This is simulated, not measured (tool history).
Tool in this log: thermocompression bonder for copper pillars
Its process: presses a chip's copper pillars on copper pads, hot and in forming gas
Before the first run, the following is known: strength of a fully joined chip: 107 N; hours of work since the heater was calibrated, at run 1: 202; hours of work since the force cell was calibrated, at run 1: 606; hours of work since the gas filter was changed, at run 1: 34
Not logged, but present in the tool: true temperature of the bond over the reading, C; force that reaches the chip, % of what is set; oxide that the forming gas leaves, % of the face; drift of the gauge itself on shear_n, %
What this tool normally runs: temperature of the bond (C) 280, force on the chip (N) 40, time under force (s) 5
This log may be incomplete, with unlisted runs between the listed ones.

run,hour,temperature of the bond (C),force on the chip (N),time under force (s),hours of work since the heater was calibrated,hours of work since the force cell was calibrated,hours of work since the gas filter was changed,force that shears a chip off (N)
1,0,280,40,5,202,606,34,36.8
2,37.5,271,40,5,220,624,52,31.4
3,114,271,40,5,257,661,89,30.9
4,155.1,280,40,5,277,680,109,33.9
# hour 212.5: forming gas filter changed
5,223.6,280,40,5,309,713,5,36.6
6,306.2,280,40,5,349,753,45,35.8
7,365.5,280,40,5,378,781,74,34.6
8,405.9,280,40,5,397,801,93,33.7
9,485.8,280,40,5,436,839,131,33.4
# hour 493.9: forming gas filter changed
10,561,280,40,5,472,875,32,34.5
11,630.1,280,27,5,505,908,66,26.2
12,703.7,280,27,5,540,944,101,26.7
13,742.5,280,43,5,559,963,120,33.7
# hour 774.8: forming gas filter changed
14,813.8,280,38,5,593,997,19,32.8
15,896.6,280,38,5,633,1036,59,32.4
16,961.3,280,40,5,664,1068,90,33
17,1008.7,280,40,5,687,1090,113,32.2
18,1049.7,302,40,5,706,1110,132,39.6
# hour 1055.1: forming gas filter changed
19,1094.1,271,40,5,727,1131,19,30.8
20,1156.3,271,40,5,757,1161,49,29.8
21,1218,266,39,11,787,1191,78,38.6
22,1270.9,266,36,3,813,1216,104,20.5
23,1306.1,288,35,3,829,1233,121,25.5
# hour 1335.5: forming gas filter changed
24,1352.8,280,30,6,852,1255,8,30.3
25,1422.9,280,30,7,885,1289,42,32
26,1488.3,298,31,3,917,1321,74,27.7

The next listed run, before its measurement:
27,1536.3,280,39,5,940,1344,97,?

Run 27 yielded force that shears a chip off (N) 30.8.
Minus the tool's unlogged condition, the same run would have read force that shears a chip off (N) 36.4.

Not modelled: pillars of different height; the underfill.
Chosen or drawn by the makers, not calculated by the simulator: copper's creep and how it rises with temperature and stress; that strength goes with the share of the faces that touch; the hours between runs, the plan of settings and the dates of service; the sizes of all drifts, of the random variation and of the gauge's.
